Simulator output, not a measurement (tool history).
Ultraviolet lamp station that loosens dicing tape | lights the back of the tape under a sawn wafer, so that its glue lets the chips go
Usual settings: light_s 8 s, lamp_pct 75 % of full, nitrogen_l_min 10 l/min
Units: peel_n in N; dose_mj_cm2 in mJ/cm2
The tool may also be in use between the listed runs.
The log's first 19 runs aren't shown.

run	day	light_s	lamp_pct	nitrogen_l_min	hours of work of the lamp	hours of work since the window was cleaned	peel_n	dose_mj_cm2
20	20.762	8	75	18	391	159	0.379	492
21	21.575	8	62	18	400	167	0.525	408
22	22.229	8	62	18	406	174	0.506	411
23	23.312	11	65	19	417	185	0.313	592
24	24.65	11	65	19	431	198	0.299	589
25	25.771	4	65	19	442	210	1.628	218
26	27.133	9	77	19	456	223	0.308	571
27	27.9	4	99	10	463	231	0.999	324
28	29.188	6	75	20	476	244	0.601	376
29	29.921	5	75	10	484	251	1.047	309
30	30.929	8	100	10	494	262	0.3	663
31	31.854	15	89	5	503	271	0.264	1098
32	32.883	8	75	10	514	281	0.439	493
33	33.7	8	75	8	522	289	0.525	492
34	34.471	8	75	8	530	297	0.489	494
35	35.083	8	75	8	536	303	0.514	498
36	36.471	5	86	7	550	317	1.016	356
37	37.246	7	62	5	558	325	1.175	360
38	38.033	7	98	6	566	333	0.444	568
39	39.392	7	98	6	579	347	0.45	573
40	40.312	4	74	5	588	356	2.052	245
41	41.625	12	68	6	602	369	0.357	668
42	42.75	12	68	7	613	381	0.331	674
43	43.529	12	68	7	621	389	0.325	672
44	44.796	12	73	10	634	401	0.277	719

Forecast each of these 3 alternatives for the next run:
A	46.233	5	80	10	648	416	?	?
B	46.233	6	73	10	648	416	?	?
C	46.233	8	75	7	648	416	?	?

run	peel_n	dose_mj_cm2
A	0.975	331
B	0.792	355
C	0.526	498
Without the tool's hidden state the same runs would have given:
run	peel_n	dose_mj_cm2
A	0.973	332
B	0.79	356
C	0.525	499
